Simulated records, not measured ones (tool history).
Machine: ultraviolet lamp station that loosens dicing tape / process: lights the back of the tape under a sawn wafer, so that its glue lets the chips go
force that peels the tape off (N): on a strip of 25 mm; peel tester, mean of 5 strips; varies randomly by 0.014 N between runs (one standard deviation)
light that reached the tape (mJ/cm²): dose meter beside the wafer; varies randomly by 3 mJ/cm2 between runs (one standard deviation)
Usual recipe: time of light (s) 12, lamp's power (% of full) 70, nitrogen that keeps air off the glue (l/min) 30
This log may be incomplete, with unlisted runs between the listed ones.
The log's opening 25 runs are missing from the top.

run,hour,time of light (s),lamp's power (% of full),nitrogen that keeps air off the glue (l/min),force that peels the tape off (N),light that reached the tape (mJ/cm²)
26,771.5,19,99,27,0.206,862
27,797.5,8,70,34,1.537,253
28,815.3,12,96,30,0.524,516
29,849,11,64,20,1.32,315
30,880.7,11,64,20,1.334,316
# hour 895: window cleaned of glue's vapour
31,909,12,93,30,0.494,530
32,935.5,12,93,30,0.482,531
33,955.2,12,70,12,1.132,397
34,992.9,14,90,30,0.386,594
35,1018.3,14,70,10,0.967,464
36,1052.7,11,96,41,0.492,491
37,1092.1,17,74,33,0.371,577

Forecast each of these 5 alternatives for the next run:
A,1126.9,15,89,30,?,?
B,1126.9,12,65,30,?,?
C,1126.9,17,80,28,?,?
D,1126.9,12,74,60,?,?
E,1126.9,17,90,23,?,?

run,force that peels the tape off (N),light that reached the tape (mJ/cm²)
A,0.365,613
B,1.018,360
C,0.348,627
D,0.659,407
E,0.285,704
With no hidden state in the tool, these same runs would have given:
run,force that peels the tape off (N),light that reached the tape (mJ/cm²)
A,0.266,721
B,0.775,422
C,0.251,736
D,0.48,478
E,0.207,827
